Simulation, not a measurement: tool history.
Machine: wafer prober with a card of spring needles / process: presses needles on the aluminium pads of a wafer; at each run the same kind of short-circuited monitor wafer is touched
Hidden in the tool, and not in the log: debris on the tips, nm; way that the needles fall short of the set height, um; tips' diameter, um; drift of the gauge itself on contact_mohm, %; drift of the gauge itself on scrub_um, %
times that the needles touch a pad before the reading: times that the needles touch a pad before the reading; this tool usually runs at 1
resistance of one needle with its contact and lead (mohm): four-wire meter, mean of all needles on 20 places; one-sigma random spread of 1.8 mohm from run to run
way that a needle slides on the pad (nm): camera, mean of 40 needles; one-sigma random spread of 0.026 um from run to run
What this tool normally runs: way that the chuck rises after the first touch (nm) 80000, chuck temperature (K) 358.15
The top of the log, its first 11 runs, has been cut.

run	day	way that the chuck rises after the first touch (nm)	chuck temperature (K)	times that the needles touch a pad before the reading	touches since the tips were cleaned	cleanings since the card got new needles	touches since the first contact's height was set	resistance of one needle with its contact and lead (mohm)	way that a needle slides on the pad (nm)
# day 7.238: tips cleaned on abrasive film
12	7.525	79000	358.15	1	2409	61	6133	195	16540
# day 7.958: tips cleaned on abrasive film
13	8.321	80000	358.15	3	3046	62	12750	193	16820
# day 8.608: tips cleaned on abrasive film
14	8.721	80000	358.15	3	937	63	16052	190	16760
15	9.142	80000	358.15	1	4455	63	19570	193	16820
# day 9.267: tips cleaned on abrasive film
# day 9.938: tips cleaned on abrasive film
16	10	80000	358.15	1	526	65	26683	192	16820
# day 10.592: tips cleaned on abrasive film
17	10.6	80000	325.15	1	101	66	31696	187	16770
18	11.204	73000	358.15	1	5153	66	36748	197	15380
# day 11.271: tips cleaned on abrasive film
19	11.704	86000	301.15	3	3618	67	40886	176	18100
# day 11.967: tips cleaned on abrasive film
20	12.246	80000	392.15	2	2330	68	45365	200	16830
# day 12.625: tips cleaned on abrasive film
21	12.888	81000	392.15	1	2190	69	50708	200	17070
# day 13.296: tips cleaned on abrasive film
# day 13.404: gauge calibrated
22	13.567	81000	392.15	1	2255	70	56358	199	16870
# day 13.975: tips cleaned on abrasive film
23	14.183	89000	360.15	1	1736	71	61476	190	18590
# day 14.629: tips cleaned on abrasive film
# day 14.871: height of the first contact set anew
24	15.067	79000	311.15	2	3564	72	1634	180	16470
# day 15.304: tips cleaned on abrasive film
25	15.5	79000	299.15	1	1633	73	5231	179	16520
# day 15.946: tips cleaned on abrasive film
26	16.175	93000	358.15	2	1895	74	10818	190	19460
# day 16.625: tips cleaned on abrasive film
27	17.017	93000	358.15	2	3254	75	17820	188	19440
# day 17.325: tips cleaned on abrasive film
28	17.679	93000	358.15	2	2939	76	23329	188	19420
# day 18.021: tips cleaned on abrasive film
29	18.146	65000	318.15	1	1044	77	27199	191	13600
# day 18.683: tips cleaned on abrasive film
30	18.95	80000	358.15	1	2229	78	33892	191	16700
# day 19.371: tips cleaned on abrasive film
31	19.858	63000	347.15	1	4073	79	41467	194	13170
# day 20.012: tips cleaned on abrasive film
32	20.417	76000	364.15	1	3371	80	46089	194	15900

Each row is a separate what-if for the run after 32, all from the same tool condition, not one after another. Results?
# day 20.683: tips cleaned on abrasive film
A	21.042	76000	319.15	2	3001	81	51304	?	?
# day 20.683: tips cleaned on abrasive film
B	21.042	80000	358.15	2	3001	81	51304	?	?
# day 20.683: tips cleaned on abrasive film
C	21.042	98000	351.15	1	3001	81	51304	?	?
# day 20.683: tips cleaned on abrasive film
D	21.042	76000	364.15	1	3001	81	51304	?	?

run	resistance of one needle with its contact and lead (mohm)	way that a needle slides on the pad (nm)
A	184	15930
B	191	16770
C	187	20580
D	194	15970
With no hidden state in the tool, these same runs would have given:
run	resistance of one needle with its contact and lead (mohm)	way that a needle slides on the pad (nm)
A	184	15820
B	190	16650
C	186	20440
D	193	15860
